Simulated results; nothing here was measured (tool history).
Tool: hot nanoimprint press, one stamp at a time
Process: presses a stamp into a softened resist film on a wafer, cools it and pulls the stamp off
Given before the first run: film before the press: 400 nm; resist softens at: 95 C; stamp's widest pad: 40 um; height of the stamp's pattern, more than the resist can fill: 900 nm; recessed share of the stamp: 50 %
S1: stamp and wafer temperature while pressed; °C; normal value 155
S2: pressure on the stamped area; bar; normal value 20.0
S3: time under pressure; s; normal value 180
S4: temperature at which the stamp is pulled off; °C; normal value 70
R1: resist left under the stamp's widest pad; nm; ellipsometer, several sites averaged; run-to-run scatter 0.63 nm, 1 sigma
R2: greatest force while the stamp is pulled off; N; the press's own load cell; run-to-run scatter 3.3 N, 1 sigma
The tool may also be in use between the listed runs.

| run | day | S1 | S2 | S3 | S4 | R1 | R2 |
|---|---|---|---|---|---|---|---|
| 1 | 0.000 | 155 | 20.0 | 180 | 70 | 240.2 | 178 |
| 2 | 0.712 | 155 | 20.0 | 180 | 70 | 239.8 | 186 |
| 3 | 1.379 | 155 | 20.0 | 185 | 70 | 237.4 | 188 |
| 4 | 1.967 | 155 | 20.0 | 180 | 70 | 240.7 | 185 |
| 5 | 2.383 | 155 | 20.0 | 180 | 70 | 240.0 | 186 |
| 6 | 2.838 | 155 | 20.0 | 151 | 70 | 252.6 | 186 |
| 7 | 3.475 | 165 | 20.0 | 151 | 70 | 195.5 | 189 |
| 8 | 4.192 | 165 | 20.0 | 151 | 70 | 194.7 | 192 |
| 9 | 4.596 | 155 | 20.0 | 180 | 70 | 240.5 | 190 |
| 10 | 5.246 | 155 | 12.2 | 180 | 70 | 286.4 | 197 |
| 11 | 5.679 | 155 | 12.2 | 180 | 70 | 285.7 | 190 |
| 12 | 6.017 | 155 | 20.0 | 180 | 70 | 241.9 | 191 |
| 13 | 6.342 | 155 | 20.0 | 180 | 70 | 240.4 | 200 |
|  | 6.912 | plate thermocouple calibrated |
| 14 | 7.121 | 155 | 20.0 | 180 | 64 | 245.4 | 241 |
| 15 | 7.471 | 155 | 20.0 | 180 | 64 | 245.8 | 227 |
| 16 | 8.146 | 161 | 31.3 | 101 | 58 | 209.8 | 279 |
| 17 | 8.592 | 161 | 31.3 | 101 | 58 | 209.8 | 278 |
|  | 9.175 | plate thermocouple calibrated, once more |
| 18 | 9.175 | 155 | 12.8 | 180 | 70 | 276.0 | 199 |
| 19 | 9.788 | 155 | 12.8 | 284 | 73 | 243.2 | 187 |
| 20 | 10.288 | 161 | 15.6 | 295 | 57 | 187.0 | 271 |
| 21 | 10.712 | 154 | 15.6 | 180 | 77 | 264.6 | 164 |

Forecast run 22:
| 22 | 11.300 | 155 | 13.1 | 128 | 61 | ? | ? |

Run 22 measured R1 297.7 nm, R2 263 N.
Were there no unlogged condition in the tool, this run, its random variation unchanged, would have produced R1 296.7 nm, R2 207 N.
